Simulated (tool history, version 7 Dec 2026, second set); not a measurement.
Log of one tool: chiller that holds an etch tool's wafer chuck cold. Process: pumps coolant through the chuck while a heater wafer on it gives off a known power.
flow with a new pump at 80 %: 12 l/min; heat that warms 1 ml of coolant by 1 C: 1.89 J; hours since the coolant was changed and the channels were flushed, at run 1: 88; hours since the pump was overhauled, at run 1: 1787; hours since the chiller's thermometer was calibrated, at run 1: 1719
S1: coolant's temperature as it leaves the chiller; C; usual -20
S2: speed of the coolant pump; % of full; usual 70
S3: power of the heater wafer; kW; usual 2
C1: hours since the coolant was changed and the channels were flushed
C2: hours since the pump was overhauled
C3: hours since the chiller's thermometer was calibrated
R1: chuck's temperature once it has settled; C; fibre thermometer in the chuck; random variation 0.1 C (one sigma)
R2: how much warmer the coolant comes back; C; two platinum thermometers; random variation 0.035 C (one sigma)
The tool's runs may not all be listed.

run     day   S1  S2     S3    C1    C2    C3     R1    R2
  1       0  -20  70      2    88  1787  1719   -3.9   6.1
  2   1.721  -20  70      2   130  1828  1761     -4  6.14
  3     3.4  -20  70      2   170  1868  1801   -4.1  6.15
  4   4.546  -20  70      2   197  1896  1828   -3.9  6.16
  5   5.796  -20  70  2.656   227  1926  1858    1.1  8.21
  6   6.958  -20  70  2.656   255  1954  1886    1.2  8.15
  7   7.862  -20  70  2.285   277  1976  1908   -1.9  6.99
  8   9.225  -20  70  2.432   310  2008  1941   -0.7  7.56
  9  10.921  -20  70      2   350  2049  1981     -4  6.23
 10  12.129  -20  70      2   379  2078  2010     -4  6.26
 11  13.983  -20  70      2   424  2122  2055     -4  6.26
 12  15.362  -20  70      2   457  2156  2088     -4  6.23
 13  17.321  -20  70      2   504  2203  2135     -4   6.3
 14  18.208  -20  70  1.494   525  2224  2156   -8.2  4.69
 15   19.65  -20  70  1.494   560  2258  2191   -8.1  4.74
 16  21.612  -20  70  1.459   607  2306  2238   -8.3  4.64
 17  23.479  -12  86  1.334   652  2350  2283   -3.3   3.5
 18  24.471  -12  86  1.334   676  2374  2307   -3.2  3.47
 19  25.483  -26  86  1.138   700  2398  2331  -18.4   2.9
 20  26.658  -26  86  1.138   728  2427  2359  -18.5  2.91
 21  27.525  -26  86  1.138   749  2447  2380  -18.6  2.96
 22   28.75  -26  86  1.138   778  2477  2409  -18.6  2.92
 23  29.783  -16  70   1.32   803  2502  2434   -5.4  4.19
 24  31.725  -16  70   1.32   850  2548  2481   -5.5  4.34
 25  32.975  -30  85   1.32   880  2578  2511  -21.1  3.46
 26  34.771  -15  69  2.404   923  2621  2554    4.5  7.75
 27  36.867  -28  90  2.446   973  2672  2604  -12.8  5.89
 28  38.317  -19  70      2  1008  2706  2639     -3  6.39
 29  39.562  -21  87  1.171  1038  2736  2669  -13.5   3.1
 30  41.188  -25  90  1.667  1077  2775  2708  -14.6  4.13
 31  43.058  -20  70  2.105  1122  2820  2753   -3.1  6.78
     44.142  -- gauge calibrated
 32  44.775  -17  70   1.76  1163  2861  2794   -2.9  5.41

Forecast each of these 3 alternatives for the next run:
  A  46.721  -28  70   1.76  1209  2908  2840   ?   ?
  B  46.721  -11  71   1.76  1209  2908  2840   ?   ?
  C  46.721  -27  94  1.673  1209  2908  2840   ?   ?

run     R1    R2
  A  -13.8  5.31
  B    2.7  5.33
  C  -16.8  3.73
Without the tool's hidden state the same runs would have given:
run     R1    R2
  A  -13.9  5.28
  B    2.6   5.3
  C  -16.8  3.71
